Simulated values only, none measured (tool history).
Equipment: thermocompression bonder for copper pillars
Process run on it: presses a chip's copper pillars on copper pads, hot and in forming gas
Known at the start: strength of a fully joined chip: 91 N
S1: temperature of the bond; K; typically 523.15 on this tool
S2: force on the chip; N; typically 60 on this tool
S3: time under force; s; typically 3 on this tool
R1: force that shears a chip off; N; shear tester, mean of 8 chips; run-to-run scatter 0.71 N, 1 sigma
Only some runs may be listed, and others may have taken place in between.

| run | day | S1 | S2 | S3 | R1 |
|---|---|---|---|---|---|
| 1 | 0 | 523.15 | 60 | 3 | 42.6 |
| 2 | 2.117 | 523.15 | 60 | 3 | 42.1 |
| 3 | 3.917 | 523.15 | 60 | 3 | 43 |
| 4 | 5.296 | 518.15 | 60 | 3 | 40.2 |
| 5 | 8.242 | 518.15 | 60 | 3 | 38.1 |
| 6 | 10.329 | 518.15 | 60 | 3 | 43.6 |
| 7 | 12.958 | 518.15 | 60 | 3 | 46.5 |
| 8 | 15.783 | 518.15 | 60 | 3 | 45.9 |
| 9 | 17.779 | 518.15 | 60 | 3 | 47.5 |
| 10 | 19.242 | 518.15 | 57 | 3 | 44.2 |
| 11 | 21.104 | 518.15 | 57 | 3 | 43.9 |
| 12 | 24.029 | 506.15 | 56 | 3 | 37.8 |
| 13 | 25.988 | 523.15 | 81 | 8 | 68 |
| 14 | 28.129 | 523.15 | 50 | 4 | 47 |
| 15 | 30.088 | 541.15 | 50 | 3 | 51 |
| 16 | 32.067 | 498.15 | 41 | 6 | 37.2 |
| 17 | 34.871 | 544.15 | 53 | 6 | 62 |
| 18 | 37.458 | 504.15 | 88 | 4 | 48.6 |
| 19 | 40.192 | 533.15 | 80 | 5 | 62.7 |
| 20 | 42.142 | 536.15 | 80 | 3 | 55 |
| 21 | 44.917 | 536.15 | 80 | 3 | 59.9 |
| 22 | 46.454 | 516.15 | 60 | 3 | 44.1 |

Not shown here: 3 entries made in the log between runs. Locate each between two listed runs and compare the hidden state at the listed run before it with the hidden state at the listed run after it:
After run 5, before run 6: heater calibrated with a thermocouple chip (day 9.638)
  true temperature of the bond over the reading, C: -12.9 -> -0.2; force that reaches the chip, % of what is set: 97.5 -> 97.4; oxide that the forming gas leaves, % of the face: 6.81 -> 7.32
  measured less the result without the state, R1: -9.2 -> -4 N
After run 6, before run 7: forming gas filter changed (day 12.171)
  true temperature of the bond over the reading, C: -0.2 -> -0.5; force that reaches the chip, % of what is set: 97.4 -> 97.2; oxide that the forming gas leaves, % of the face: 7.32 -> 0.71
  measured less the result without the state, R1: -4 -> -1 N
After run 20, before run 21: forming gas filter changed (day 42.35)
  true temperature of the bond over the reading, C: -4.1 -> -4.5; force that reaches the chip, % of what is set: 95.5 -> 95.4; oxide that the forming gas leaves, % of the face: 7.93 -> 1.3
  measured less the result without the state, R1: -7.4 -> -3.7 N
